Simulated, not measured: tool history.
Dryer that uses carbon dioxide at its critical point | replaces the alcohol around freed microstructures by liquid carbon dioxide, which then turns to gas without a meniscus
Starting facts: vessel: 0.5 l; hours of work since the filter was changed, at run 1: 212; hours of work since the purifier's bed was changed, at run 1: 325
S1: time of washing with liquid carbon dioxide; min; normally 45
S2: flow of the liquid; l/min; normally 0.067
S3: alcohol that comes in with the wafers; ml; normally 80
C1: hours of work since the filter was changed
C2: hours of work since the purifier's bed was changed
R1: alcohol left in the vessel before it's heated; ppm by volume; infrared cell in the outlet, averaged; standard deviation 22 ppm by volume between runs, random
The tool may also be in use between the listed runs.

run     day  S1      S2   S3   C1   C2     R1
  1       0  45   0.067   80  212  325   1838
  2   0.988  45   0.067   80  228  341   1882
  3   2.754  45   0.067   80  257  370   1975
  4   4.429  45   0.067   80  285  397   2043
  5    5.25  45   0.067   80  298  411   2000
  6   6.304  45   0.067   80  316  428   2025
  7   7.421  45  0.0425   80  334  446  10379
  8   8.779  45   0.067   80  356  468   2139
  9   9.696  45   0.067  104  371  483   2800
 10  11.096  45   0.067  104  394  506   2872
 11  12.771  45   0.067  104  421  534   2938
 12    13.6  64  0.0986  115  435  547    149

What will run 13 give?
 13  14.875  64  0.0986  115  456  568   ?

{"run 13": {"R1": 159}}
The same run, on a tool lacking any hidden state, would have yielded R1 14 ppm by volume.

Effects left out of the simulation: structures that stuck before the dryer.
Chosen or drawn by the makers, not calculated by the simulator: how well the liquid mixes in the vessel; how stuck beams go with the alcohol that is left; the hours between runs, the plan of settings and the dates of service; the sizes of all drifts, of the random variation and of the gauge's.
